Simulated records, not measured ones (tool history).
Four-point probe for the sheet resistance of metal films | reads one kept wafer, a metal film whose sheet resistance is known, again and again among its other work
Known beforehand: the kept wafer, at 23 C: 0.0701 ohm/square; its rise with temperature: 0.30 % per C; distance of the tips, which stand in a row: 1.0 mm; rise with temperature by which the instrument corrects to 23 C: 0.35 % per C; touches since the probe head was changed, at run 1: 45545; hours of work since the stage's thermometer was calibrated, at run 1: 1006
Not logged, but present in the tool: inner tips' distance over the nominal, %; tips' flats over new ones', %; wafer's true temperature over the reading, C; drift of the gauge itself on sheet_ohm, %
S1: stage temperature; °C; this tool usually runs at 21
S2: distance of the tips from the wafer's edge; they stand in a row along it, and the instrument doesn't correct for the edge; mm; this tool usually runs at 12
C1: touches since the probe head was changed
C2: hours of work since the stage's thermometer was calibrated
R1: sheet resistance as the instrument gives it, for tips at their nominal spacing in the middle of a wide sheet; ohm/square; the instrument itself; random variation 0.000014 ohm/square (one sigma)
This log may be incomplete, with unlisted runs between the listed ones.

run 1 hour=0 | S1=21 S2=12 | C1=45545 C2=1006 | R1=0.070897
run 2 hour=47 | S1=21 S2=12 | C1=47343 C2=1036 | R1=0.070917
run 3 hour=76.9 | S1=21 S2=4 | C1=48486 C2=1056 | R1=0.072948
run 4 hour=104.6 | S1=21 S2=4 | C1=49544 C2=1073 | R1=0.072934
run 5 hour=149.1 | S1=21 S2=12 | C1=51243 C2=1102 | R1=0.070909
run 6 hour=184.1 | S1=21 S2=3 | C1=52582 C2=1124 | R1=0.074627
run 7 hour=211.3 | S1=21 S2=3 | C1=53624 C2=1142 | R1=0.074607
run 8 hour=251.3 | S1=21 S2=3 | C1=55152 C2=1167 | R1=0.074629
run 9 hour=274.2 | S1=21 S2=3 | C1=56027 C2=1182 | R1=0.074629
run 10 hour=327.2 | S1=21 S2=61 | C1=58054 C2=1216 | R1=0.070685
run 11 hour=361.7 | S1=31 S2=12 | C1=59372 C2=1238 | R1=0.070583
run 12 hour=408.6 | S1=31 S2=12 | C1=61166 C2=1268 | R1=0.070584
run 13 hour=462.4 | S1=21 S2=12 | C1=63221 C2=1302 | R1=0.070939
run 14 hour=509.8 | S1=25 S2=12 | C1=65032 C2=1333 | R1=0.070806
run 15 hour=535.4 | S1=25 S2=12 | C1=66011 C2=1349 | R1=0.070812
run 16 hour=582.3 | S1=25 S2=12 | C1=67807 C2=1379 | R1=0.070831
run 17 hour=625.2 | S1=25 S2=12 | C1=69444 C2=1407 | R1=0.070834
run 18 hour=651.5 | S1=21 S2=12 | C1=70453 C2=1424 | R1=0.070971
run 19 hour=683.7 | S1=21 S2=12 | C1=71683 C2=1444 | R1=0.070968
run 20 hour=709.9 | S1=33 S2=12 | C1=72685 C2=1461 | R1=0.070568
run 21 hour=741 | S1=33 S2=12 | C1=73873 C2=1481 | R1=0.070562
run 22 hour=778.1 | S1=21 S2=26 | C1=75289 C2=1505 | R1=0.070789
run 23 hour=807.7 | S1=21 S2=26 | C1=76423 C2=1524 | R1=0.070781
run 24 hour=834.4 | S1=32 S2=10 | C1=77443 C2=1541 | R1=0.070742
run 25 hour=874 | S1=30 S2=12 | C1=78956 C2=1566 | R1=0.070667
run 26 hour=907 | S1=20 S2=23 | C1=80218 C2=1587 | R1=0.070856
run 27 hour=936.3 | S1=19 S2=6 | C1=81337 C2=1606 | R1=0.071862
run 28 hour=967.5 | S1=20 S2=8 | C1=82531 C2=1626 | R1=0.071358
run 29 hour=992.2 | S1=20 S2=8 | C1=83474 C2=1642 | R1=0.071393
run 30 hour=1040.1 | S1=20 S2=3 | C1=85307 C2=1673 | R1=0.074768
run 31 hour=1078.8 | S1=20 S2=3 | C1=86787 C2=1697 | R1=0.074784
run 32 hour=1101.1 | S1=22 S2=24 | C1=87637 C2=1712 | R1=0.07078
run 33 hour=1150.7 | S1=22 S2=5 | C1=89533 C2=1743 | R1=0.072247
run 34 hour=1189.5 | S1=22 S2=5 | C1=91019 C2=1768 | R1=0.072227
run 35 hour=1219.4 | S1=18 S2=3 | C1=92159 C2=1787 | R1=0.07487
run 36 hour=1264.7 | S1=20 S2=44 | C1=93893 C2=1816 | R1=0.070839
run 37 hour=1313.8 | S1=21 S2=5 | C1=95769 C2=1848 | R1=0.072302
run 38 hour=1346.5 | S1=28 S2=42 | C1=97018 C2=1869 | R1=0.070596
run 39 hour=1381.9 | S1=23 S2=25 | C1=98371 C2=1891 | R1=0.070788
run 40 hour=1411.7 | S1=18 S2=21 | C1=99512 C2=1911 | R1=0.070985
run 41 hour=1449.4 | S1=18 S2=21 | C1=100953 C2=1935 | R1=0.070984
run 42 hour=1484.4 | S1=18 S2=21 | C1=102293 C2=1957 | R1=0.070979
run 43 hour=1525.4 | S1=20 S2=9 | C1=103859 C2=1983 | R1=0.071272
run 44 hour=1556.7 | S1=33 S2=25 | C1=105055 C2=2003 | R1=0.070481

Here are 3 independent what-if runs from the current tool condition. What would each one return?
run A hour=1593.7 | S1=33 S2=52 | C1=106470 C2=2027 | R1=?
run B hour=1593.7 | S1=22 S2=25 | C1=106470 C2=2027 | R1=?
run C hour=1593.7 | S1=33 S2=63 | C1=106470 C2=2027 | R1=?

run=A R1=0.070412
run=B R1=0.070863
run=C R1=0.070447
Take away the tool's hidden state, keep each run's random variation, and the runs would have read:
run=A R1=0.069759
run=B R1=0.070208
run=C R1=0.069794
